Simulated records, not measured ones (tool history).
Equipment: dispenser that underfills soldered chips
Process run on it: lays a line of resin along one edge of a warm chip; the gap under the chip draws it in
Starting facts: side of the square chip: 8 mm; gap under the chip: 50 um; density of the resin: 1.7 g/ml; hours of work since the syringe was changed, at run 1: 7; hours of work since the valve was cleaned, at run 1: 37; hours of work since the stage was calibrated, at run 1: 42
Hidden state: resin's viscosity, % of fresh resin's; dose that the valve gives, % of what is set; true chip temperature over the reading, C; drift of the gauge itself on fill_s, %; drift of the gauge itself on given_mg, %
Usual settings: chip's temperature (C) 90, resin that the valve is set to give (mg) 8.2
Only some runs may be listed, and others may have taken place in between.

run	hour	chip's temperature (C)	resin that the valve is set to give (mg)	hours of work since the syringe was changed	hours of work since the valve was cleaned	hours of work since the stage was calibrated	time until the resin shows at the far edge (s)	resin that the valve gave (mg)
1	0	90	8.2	7	37	42	124.8	7.99
# hour 5.5: new syringe of resin
2	11.9	90	10.25	4	45	50	103.4	9.9
# hour 19.7: new syringe of resin
# hour 23: dispensing valve cleaned and set on the balance
3	25	90	10.25	3	1	58	91.1	10.21
# hour 35.5: new syringe of resin
4	39.2	90	8.2	3	11	68	90.8	8.08
# hour 50.2: new syringe of resin
5	54.6	90	8.2	3	21	78	96.5	8.08
6	63	90	8.2	9	27	84	149.1	7.99
# hour 64.7: new syringe of resin
7	75.1	90	8.2	7	35	92	130.6	7.95
# hour 79.4: new syringe of resin
8	88.7	90	8.2	6	45	101	124.8	7.89
# hour 94: new syringe of resin
# hour 100.1: dispensing valve cleaned and set on the balance
9	105.2	90	8.2	7	4	112	127.6	8.17
# hour 109.7: new syringe of resin
10	113.6	90	8.2	3	9	117	91.7	8.17
# hour 123.8: new syringe of resin
11	128.9	90	8.2	4	19	128	97.1	8.06
# hour 138.6: new syringe of resin
12	142.5	90	8.2	3	29	137	91.4	8.03
# hour 153.5: new syringe of resin
13	153.7	90	8.2	0	36	144	73.2	7.97
# hour 168.6: new syringe of resin
14	169	90	8.2	0	47	155	75.5	7.91
# hour 176.9: dispensing valve cleaned and set on the balance
# hour 184.1: new syringe of resin
15	185.4	90	8.2	1	6	165	77.9	8.17
# hour 198.5: new syringe of resin
16	198.5	90	7.16	0	15	174	75.2	7.11
17	212.1	90	7.16	9	24	184	158	7.06
# hour 213.2: new syringe of resin
18	218.5	90	7.16	4	28	188	101	7.04
19	224.9	97	8.32	8	33	192	112	8.16
# hour 227.5: new syringe of resin
20	240.1	97	8.32	9	43	202	115.8	8.06
# hour 241.8: new syringe of resin
21	251.3	104	10.09	7	50	210	80.9	9.74
# hour 254.6: dispensing valve cleaned and set on the balance
# hour 256.9: new syringe of resin
22	267.7	104	10.09	7	9	220	86.3	9.99
# hour 271: new syringe of resin
23	276	90	9.89	3	14	226	91.2	9.79
# hour 285.7: new syringe of resin
24	285.8	99	8.2	0	21	233	55.9	8.09
25	298	99	10.2	8	29	241	105.7	9.97
# hour 299.7: new syringe of resin
26	310.4	97	9.66	7	38	249	105.9	9.38
# hour 313.6: new syringe of resin
27	322.6	75	8.66	6	46	258	186.4	8.36
# hour 327.8: new syringe of resin
# hour 331.6: dispensing valve cleaned and set on the balance
28	337.2	83	8.66	6	4	267	140.3	8.65
# hour 343.8: new syringe of resin
29	347.8	80	7.65	3	11	274	119.9	7.57
# hour 358: new syringe of resin
30	358.7	80	8.18	0	18	281	99.9	8.07
31	369.4	93	9.28	8	26	289	120.9	9.14
# hour 372.9: new syringe of resin
32	377.4	93	9.28	3	31	294	81.7	9.08
# hour 387: new syringe of resin
33	390	91	8.2	2	39	302	81.2	7.96
# hour 402.1: new syringe of resin
34	402.9	104	8.04	1	48	311	50.4	7.74
# hour 408.8: dispensing valve cleaned and set on the balance
35	412.6	102	8.15	7	3	317	84	8.17

3 ways to go on from here, each from the tool as it stands after run 35. What would each give?
# hour 417.6: new syringe of resin
A	421.2	90	10.14	2	8	323	?	?
# hour 417.6: new syringe of resin
B	421.2	101	9.5	2	8	323	?	?
# hour 417.6: new syringe of resin
C	421.2	84	9.81	2	8	323	?	?

run	time until the resin shows at the far edge (s)	resin that the valve gave (mg)
A	83.5	10.11
B	61.5	9.47
C	101.6	9.8
Without the tool's unlogged condition, the same runs would have read:
run	time until the resin shows at the far edge (s)	resin that the valve gave (mg)
A	74.4	10.13
B	54.7	9.5
C	90.7	9.82
